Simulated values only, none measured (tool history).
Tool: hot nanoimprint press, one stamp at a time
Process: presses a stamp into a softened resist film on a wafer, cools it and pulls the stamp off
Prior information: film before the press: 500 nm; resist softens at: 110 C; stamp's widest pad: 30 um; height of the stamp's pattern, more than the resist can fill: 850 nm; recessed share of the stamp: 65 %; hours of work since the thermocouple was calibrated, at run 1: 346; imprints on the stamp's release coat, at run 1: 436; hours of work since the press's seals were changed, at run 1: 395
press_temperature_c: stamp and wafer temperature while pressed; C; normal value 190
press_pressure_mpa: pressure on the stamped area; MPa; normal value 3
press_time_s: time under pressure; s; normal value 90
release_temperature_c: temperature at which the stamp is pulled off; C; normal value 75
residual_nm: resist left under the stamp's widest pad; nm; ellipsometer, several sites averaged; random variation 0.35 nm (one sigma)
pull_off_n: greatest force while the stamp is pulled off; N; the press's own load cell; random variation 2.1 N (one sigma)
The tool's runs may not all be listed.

run	day	press_temperature_c	press_pressure_mpa	press_time_s	release_temperature_c	hours of work since the thermocouple was calibrated	imprints on the stamp's release coat	hours of work since the press's seals were changed	residual_nm	pull_off_n
1	0	190	3	90	75	346	436	395	178.6	103
2	0.512	190	3	90	75	354	492	402	178.7	103
3	1.029	190	3	90	75	362	549	411	178.8	101
4	1.358	190	3	90	75	367	585	416	178.6	104
5	1.733	190	3	90	75	373	626	421	178.6	102
6	2.292	190	3	60	75	382	687	430	209.7	112

Forecast run 7:
7	2.696	190	4.78	162	75	388	731	436	?	?

residual_nm: 110.3 nm
pull_off_n: 110 N
Were there no unlogged condition in the tool, this run, its random variation unchanged, would have produced residual_nm 112.6 nm, pull_off_n 92 N.
